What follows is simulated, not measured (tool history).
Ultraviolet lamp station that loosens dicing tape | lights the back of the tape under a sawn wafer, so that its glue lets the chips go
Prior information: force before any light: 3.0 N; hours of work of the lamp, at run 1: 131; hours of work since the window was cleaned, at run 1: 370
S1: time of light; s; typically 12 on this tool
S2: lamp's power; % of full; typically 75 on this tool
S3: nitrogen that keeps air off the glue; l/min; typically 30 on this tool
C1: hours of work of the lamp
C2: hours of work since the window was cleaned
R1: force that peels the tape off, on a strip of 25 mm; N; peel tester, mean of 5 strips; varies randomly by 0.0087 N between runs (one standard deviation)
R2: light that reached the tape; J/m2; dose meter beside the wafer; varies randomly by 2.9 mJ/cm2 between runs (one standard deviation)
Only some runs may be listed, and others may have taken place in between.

run	hour	S1	S2	S3	C1	C2	R1	R2
1	0.0	12	75	30	131	370	0.412	3680
2	22.3	12	75	30	146	385	0.407	3630
3	57.5	12	75	30	170	408	0.430	3610
4	85.5	12	75	30	189	427	0.403	3570
5	112.0	12	75	30	206	445	0.416	3490
6	161.7	21	75	30	240	478	0.238	6030
# hour 203.9: window cleaned of glue's vapour
7	210.5	12	75	30	272	4	0.407	3730
8	253.4	12	75	30	301	33	0.399	3770
9	286.5	12	75	25	323	56	0.450	3660
10	339.9	6	75	30	359	92	0.982	1810
11	393.2	14	75	30	395	127	0.355	4190
12	428.2	14	75	30	419	151	0.348	4110
13	476.3	12	75	30	451	183	0.458	3440
14	498.0	8	73	16	466	198	1.056	2250
15	523.0	8	73	16	483	215	1.030	2230
16	547.8	8	73	16	499	231	1.054	2230
17	575.2	8	73	16	518	250	1.079	2180
18	608.7	12	75	36	540	272	0.419	3300
19	635.4	12	75	36	558	290	0.433	3270
20	662.0	12	75	30	576	308	0.470	3270
21	708.3	13	79	41	607	339	0.353	3660
22	753.0	11	75	53	637	369	0.433	2910
23	805.1	12	75	51	672	404	0.418	3100
24	832.5	17	66	15	691	423	0.539	3830
25	860.8	19	75	59	710	442	0.239	4820
26	897.5	19	75	59	735	467	0.235	4790

Branching from run 26: 4 alternative next runs. What would each branch give?
A	931.3	11	83	11	757	489	?	?
B	931.3	19	75	30	757	489	?	?
C	931.3	17	94	24	757	489	?	?
D	931.3	22	66	16	757	489	?	?

run	R1	R2
A	0.855	3020
B	0.292	4700
C	0.296	5310
D	0.390	4800
Without the tool's hidden state the same runs would have given:
run	R1	R2
A	0.585	4150
B	0.224	6480
C	0.232	7310
D	0.270	6610
